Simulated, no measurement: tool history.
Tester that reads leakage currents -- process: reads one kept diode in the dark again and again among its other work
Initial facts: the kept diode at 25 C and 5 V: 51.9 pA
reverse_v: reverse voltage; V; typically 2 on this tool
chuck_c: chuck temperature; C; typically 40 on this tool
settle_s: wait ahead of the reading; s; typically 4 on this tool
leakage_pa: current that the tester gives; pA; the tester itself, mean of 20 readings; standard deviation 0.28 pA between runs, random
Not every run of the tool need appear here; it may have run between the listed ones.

run,hour,reverse_v,chuck_c,settle_s,leakage_pa
1,0,2,40,4,82.54
2,23.3,2,40,4,82.07
3,60.7,2,40,4,82.19
4,83.8,2,40,4,81.6
5,117.7,2,40,4,81.94
6,138.7,2,40,4,82.03
7,163.1,2,40,4,81.4
8,183.4,2,40,4,81.82
9,203.5,2,40,4,81.93
10,242.4,5.49,40,4,144.42
11,266.1,5.49,40,4,144.43
12,287.4,2,40,4,81.2
13,324.1,2,40,4,81.07
14,361,2,40,4,80.98
15,393.6,3.57,40,4,112.73
16,431.9,2,47,4,129.47
17,472.9,2,47,4,129.17
18,511.5,2,40,4,80.78
19,531.6,2,40,4,80.48
20,557.1,2,40,4,80.56
21,593.1,11.41,40,4,215.28
22,636,11.41,40,4,244.87
23,677.3,3.01,40,0.38,116.49
24,708.9,2.44,23,0.38,32.1
25,744.4,3.69,40,4,129.82
26,768.4,3.69,40,4,128.79
27,792.5,2,52,2.66,199.13
28,828.2,1.72,23,1.21,25.62
29,858.5,1.72,23,1.21,25.57
30,883.4,1.58,40,4,79.77
31,905.7,3.43,44,6.18,160.33
32,942.6,15.84,30,2.17,152.56
33,968.9,15.84,30,2.17,152.62
34,1009,4.65,55,2.17,380.4
35,1027.5,14.19,55,2.36,713.42
36,1049.6,2.44,57,2.36,301.89
37,1085.5,1.61,45,2.38,111.06
38,1108.3,1.61,45,2.38,110.93
39,1130.4,1.59,30,0.74,39.95

Removed from this log: 1 entry logged between the listed runs. Between which two listed runs does each belong, and how does the tool's hidden state at the listed run before it compare with that at the listed run after it?
Runs 21 to 22: chuck's temperature calibrated (hour 616.4)
  stray current of the dirty probe card, pA a volt: 0.656 -> 0.676; current scale over the true one, %: -1.04 -> -1.06; true chuck temperature over the reading, C: -1.95 -> -0.02
  measured result minus the result with no hidden state, leakage_pa: -25.06 -> +4.5 pA
